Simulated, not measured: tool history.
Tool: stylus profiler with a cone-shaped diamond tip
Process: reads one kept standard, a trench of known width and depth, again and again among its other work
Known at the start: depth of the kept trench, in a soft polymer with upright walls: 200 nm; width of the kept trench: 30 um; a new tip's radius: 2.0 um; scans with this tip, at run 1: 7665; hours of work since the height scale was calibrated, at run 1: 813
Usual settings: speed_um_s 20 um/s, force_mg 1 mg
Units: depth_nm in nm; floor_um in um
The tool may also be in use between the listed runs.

| run | hour | speed_um_s | force_mg | scans with this tip | hours of work since the height scale was calibrated | depth_nm | floor_um |
|---|---|---|---|---|---|---|---|
| 1 | 0 | 20 | 1 | 7665 | 813 | 200.94 | 28.11 |
| 2 | 27.2 | 14 | 1 | 7861 | 834 | 201 | 28.1 |
| 3 | 45.8 | 20 | 0.59 | 7994 | 848 | 200.61 | 28.03 |
| 4 | 74.2 | 13 | 1 | 8198 | 870 | 201.15 | 28.14 |
| 5 | 102.2 | 20 | 1 | 8400 | 891 | 201.21 | 28.07 |
| 6 | 114.9 | 20 | 1 | 8492 | 901 | 201.2 | 28.09 |
| 7 | 142.8 | 23 | 1 | 8693 | 922 | 201.12 | 27.99 |
| 8 | 168.4 | 55 | 1 | 8876 | 942 | 201.06 | 27.73 |
| 9 | 184.7 | 55 | 1 | 8994 | 954 | 201.14 | 27.74 |
| 10 | 207.7 | 55 | 1 | 9159 | 972 | 201.18 | 27.69 |
| 11 | 233.4 | 28 | 1 | 9344 | 991 | 201.1 | 27.99 |
| 12 | 255.9 | 28 | 1 | 9506 | 1008 | 201.04 | 27.99 |
| 13 | 271 | 28 | 1 | 9614 | 1020 | 201.28 | 28.03 |
| 14 | 290.6 | 28 | 1 | 9756 | 1035 | 201.21 | 27.97 |
| 15 | 306.6 | 46 | 0.54 | 9870 | 1047 | 200.78 | 27.69 |
| 16 | 322.7 | 46 | 0.54 | 9986 | 1059 | 200.93 | 27.64 |
| 17 | 344.5 | 11 | 1.67 | 10143 | 1076 | 201.67 | 28.21 |
| 18 | 365.8 | 11 | 1.67 | 10297 | 1092 | 201.58 | 28.15 |
| 19 | 389.7 | 11 | 1.67 | 10468 | 1110 | 201.6 | 28.17 |
| 20 | 410.6 | 53 | 1.54 | 10619 | 1126 | 201.57 | 27.83 |
| 21 | 431.6 | 20 | 0.65 | 10770 | 1142 | 200.67 | 28 |
| 22 | 444.9 | 5 | 0.54 | 10866 | 1153 | 200.88 | 28.21 |
| 23 | 472.4 | 28 | 0.41 | 11063 | 1174 | 200.64 | 27.89 |
| 24 | 493.9 | 40 | 0.72 | 11218 | 1190 | 200.94 | 27.83 |
| 25 | 519.6 | 6 | 0.42 | 11403 | 1210 | 200.61 | 28.16 |
| 26 | 533.7 | 27 | 0.57 | 11505 | 1220 | 200.79 | 27.96 |

Forecast each of these 4 alternatives for the next run:
| A | 548.5 | 31 | 0.71 | 11611 | 1232 | ? | ? |
| B | 548.5 | 22 | 0.46 | 11611 | 1232 | ? | ? |
| C | 548.5 | 65 | 0.57 | 11611 | 1232 | ? | ? |
| D | 548.5 | 73 | 0.36 | 11611 | 1232 | ? | ? |

| run | depth_nm | floor_um |
|---|---|---|
| A | 200.76 | 27.94 |
| B | 200.6 | 27.9 |
| C | 200.57 | 27.46 |
| D | 200.83 | 27.09 |
Without the tool's hidden state the same runs would have given:
| run | depth_nm | floor_um |
|---|---|---|
| A | 200.77 | 27.95 |
| B | 200.61 | 27.91 |
| C | 200.58 | 27.47 |
| D | 200.84 | 27.1 |
